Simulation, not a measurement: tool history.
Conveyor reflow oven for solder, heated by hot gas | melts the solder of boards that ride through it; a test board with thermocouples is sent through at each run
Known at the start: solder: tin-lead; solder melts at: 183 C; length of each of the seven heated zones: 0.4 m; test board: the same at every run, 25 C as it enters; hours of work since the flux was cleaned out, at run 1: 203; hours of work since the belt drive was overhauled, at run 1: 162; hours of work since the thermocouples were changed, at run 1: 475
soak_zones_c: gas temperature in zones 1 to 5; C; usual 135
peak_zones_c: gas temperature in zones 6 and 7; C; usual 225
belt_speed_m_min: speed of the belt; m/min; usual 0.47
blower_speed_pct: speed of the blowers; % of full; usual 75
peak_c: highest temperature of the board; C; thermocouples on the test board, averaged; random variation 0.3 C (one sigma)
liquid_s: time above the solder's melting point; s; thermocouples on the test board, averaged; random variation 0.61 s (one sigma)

run,hour,soak_zones_c,peak_zones_c,belt_speed_m_min,blower_speed_pct,hours of work since the flux was cleaned out,hours of work since the belt drive was overhauled,hours of work since the thermocouples were changed,peak_c,liquid_s
1,0,135,225,0.47,75,203,162,475,212.7,69.9
2,3.7,135,225,0.47,75,204,164,477,212.1,70.3
3,9.9,135,225,0.47,82,208,167,480,213.3,72.9
4,16.8,135,225,0.47,82,211,170,484,213.5,72.9
5,21.4,135,219,0.47,82,213,172,486,207.9,64.3
6,27.7,135,219,0.47,82,216,175,489,208.3,64.8
7,36.7,135,219,0.47,82,221,180,493,207.8,65.8
8,40.9,135,225,0.47,52,223,182,496,207.9,63
9,48.3,135,225,0.47,52,226,186,499,208.3,63
10,53.9,135,225,0.47,52,229,188,502,208.5,64
11,58.5,135,225,0.47,52,231,191,504,207.9,63
12,66,135,225,0.47,52,235,194,508,208.3,63.2
13,74.3,135,225,0.47,52,239,198,512,208.1,63.4
14,78,142,225,0.47,52,241,200,514,209.7,69
15,84.1,142,225,0.47,52,244,203,517,209.8,68.8
16,92.2,142,225,0.47,52,248,207,521,209.6,68.3
17,98.9,124,232,0.526,79,251,210,524,213.4,60.2
18,103.9,124,232,0.526,79,254,213,527,213.3,59.8
19,109.6,126,238,0.49,69,257,216,529,219.9,71
20,115.9,126,238,0.49,76,260,219,532,220.7,71.8
21,121.5,126,238,0.49,76,262,222,535,220.6,72.1
22,125.4,126,238,0.49,76,264,223,537,221.3,72.6
# hour 131: flux residue cleaned out of gas plates and filters
23,135.3,138,225,0.434,75,2,226,540,214.9,81.2
24,142.2,135,225,0.534,75,6,229,543,207.7,56.6
25,149.4,135,225,0.42,56,9,233,546,211.7,80.2
26,156.8,135,225,0.538,75,13,236,550,207.6,55.8
27,165.7,135,225,0.538,75,17,241,555,207.1,55.3
28,171.4,142,223,0.502,71,20,244,557,209.8,64.8
29,180.1,138,218,0.47,75,24,248,562,206.1,65
# hour 186.6: flux residue cleaned out of gas plates and filters, once more
30,192.3,134,225,0.409,75,3,252,565,216.3,87.6
31,199.6,134,225,0.409,75,6,255,569,216.2,88
32,206,121,222,0.48,75,10,258,572,207,58.2

3 ways to go on from here, each from the tool as it stands after run 32. What would each give?
A,212.9,135,225,0.47,71,13,262,575,?,?
B,212.9,135,234,0.47,57,13,262,575,?,?
C,212.9,141,225,0.47,66,13,262,575,?,?

run,peak_c,liquid_s
A,212.2,71.2
B,217.9,75.6
C,212.4,74.9
Without the tool's hidden state the same runs would have given:
run,peak_c,liquid_s
A,211,69.4
B,216.7,73.9
C,211.1,73
